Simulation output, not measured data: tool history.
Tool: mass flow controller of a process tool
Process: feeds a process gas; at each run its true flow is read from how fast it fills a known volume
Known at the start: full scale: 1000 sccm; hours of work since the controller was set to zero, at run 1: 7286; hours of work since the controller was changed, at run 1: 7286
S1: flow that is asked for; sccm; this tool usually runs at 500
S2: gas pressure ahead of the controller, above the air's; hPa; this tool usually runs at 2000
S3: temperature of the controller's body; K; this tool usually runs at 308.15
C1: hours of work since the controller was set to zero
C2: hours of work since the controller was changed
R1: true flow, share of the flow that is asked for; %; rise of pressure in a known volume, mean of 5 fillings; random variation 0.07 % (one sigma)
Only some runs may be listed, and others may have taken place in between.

Run 1, hour 0: usual settings; C1 7286; C2 7286. Result: R1 97.7 %.
Run 2, hour 162.3: usual settings; C1 7388; C2 7388. Result: R1 97.67 %.
Run 3, hour 333.3: usual settings but S1 535 sccm; C1 7496; C2 7496. Result: R1 97.91 %.
Run 4, hour 599: usual settings but S1 535 sccm; C1 7664; C2 7664. Result: R1 97.97 %.
Run 5, hour 763.3: usual settings but S1 535 sccm; C1 7767; C2 7767. Result: R1 97.99 %.
Run 6, hour 964.1: usual settings; C1 7894; C2 7894. Result: R1 97.65 %.
Run 7, hour 1157.8: usual settings; C1 8016; C2 8016. Result: R1 97.72 %.
Run 8, hour 1297.4: usual settings; C1 8104; C2 8104. Result: R1 97.66 %.
Run 9, hour 1621.8: usual settings but S3 294.15 K; C1 8309; C2 8309. Result: R1 98.38 %.
Run 10, hour 1892.6: usual settings; C1 8479; C2 8479. Result: R1 97.73 %.
At hour 1938.2: controller's zero set anew.
Run 11, hour 2077.7: usual settings but S3 303.15 K; C1 88; C2 8596. Result: R1 100.48 %.
Run 12, hour 2343: usual settings but S3 294.15 K; C1 255; C2 8763. Result: R1 100.76 %.
Run 13, hour 2525.3: usual settings but S3 294.15 K; C1 370; C2 8878. Result: R1 100.76 %.
Run 14, hour 2813.3: usual settings; C1 552; C2 9060. Result: R1 100.18 %.
Run 15, hour 3084.3: usual settings but S3 304.15 K; C1 723; C2 9231. Result: R1 100.38 %.
Run 16, hour 3269.1: usual settings but S3 304.15 K; C1 839; C2 9347. Result: R1 100.35 %.
Run 17, hour 3559.5: usual settings but S1 102 sccm, S3 301.15 K; C1 1022; C2 9530. Result: R1 98.02 %.
Run 18, hour 3875.4: usual settings but S1 102 sccm, S3 301.15 K; C1 1222; C2 9729. Result: R1 97.83 %.
Run 19, hour 4017.3: usual settings but S1 102 sccm, S3 301.15 K; C1 1311; C2 9819. Result: R1 97.78 %.
Run 20, hour 4165.1: usual settings but S1 102 sccm, S2 2080 hPa, S3 305.15 K; C1 1404; C2 9912. Result: R1 97.39 %.
Run 21, hour 4426.3: usual settings but S1 102 sccm, S2 2080 hPa, S3 305.15 K; C1 1569; C2 10077. Result: R1 97.3 %.
Run 22, hour 4669.7: usual settings but S1 137 sccm, S2 1900 hPa, S3 303.15 K; C1 1723; C2 10230. Result: R1 97.96 %.
Run 23, hour 4899.9: usual settings but S1 824 sccm, S3 297.15 K; C1 1868; C2 10376. Result: R1 101.67 %.
Run 24, hour 5213.9: usual settings but S1 824 sccm, S3 297.15 K; C1 2066; C2 10574. Result: R1 101.65 %.
Run 25, hour 5406: usual settings but S1 506 sccm, S2 1690 hPa, S3 310.15 K; C1 2187; C2 10695. Result: R1 100.21 %.
Run 26, hour 5716.1: usual settings but S1 506 sccm, S2 1690 hPa, S3 310.15 K; C1 2382; C2 10890. Result: R1 100.12 %.
Run 27, hour 5859.7: usual settings but S1 506 sccm, S2 1690 hPa, S3 310.15 K; C1 2473; C2 10981. Result: R1 100.13 %.
Run 28, hour 6054.8: usual settings but S2 2350 hPa, S3 311.15 K; C1 2596; C2 11104. Result: R1 99.79 %.
At hour 6190.9: controller exchanged for a calibrated one.
Run 29, hour 6307.9: usual settings but S1 321 sccm, S2 2500 hPa, S3 307.15 K; C1 74; C2 74. Result: R1 97.68 %.
Run 30, hour 6497.6: usual settings but S1 144 sccm, S2 2500 hPa, S3 307.15 K; C1 193; C2 193. Result: R1 97 %.
Run 31, hour 6761.4: usual settings but S1 144 sccm, S2 2500 hPa, S3 307.15 K; C1 360; C2 360. Result: R1 96.82 %.

Entry by entry between the runs, the difference in hidden state between the last listed run before and the first listed run after:
In the gap between runs 10 and 11: controller's zero set anew (hour 1938.2)
  flow at rest that the sensor doesn't see, % of full scale: -1.299 -> -0.028; true flow over the shown one, %: 2.03 -> 2.06
  difference, measured minus the result without the unlogged condition, R1: -0.57 -> +2 %
In the gap between runs 28 and 29: controller exchanged for a calibrated one (hour 6190.9)
  flow at rest that the sensor doesn't see, % of full scale: -0.392 -> -0.013; true flow over the shown one, %: 2.63 -> 0.12
  difference, measured minus the result without the unlogged condition, R1: +1.85 -> +0.08 %
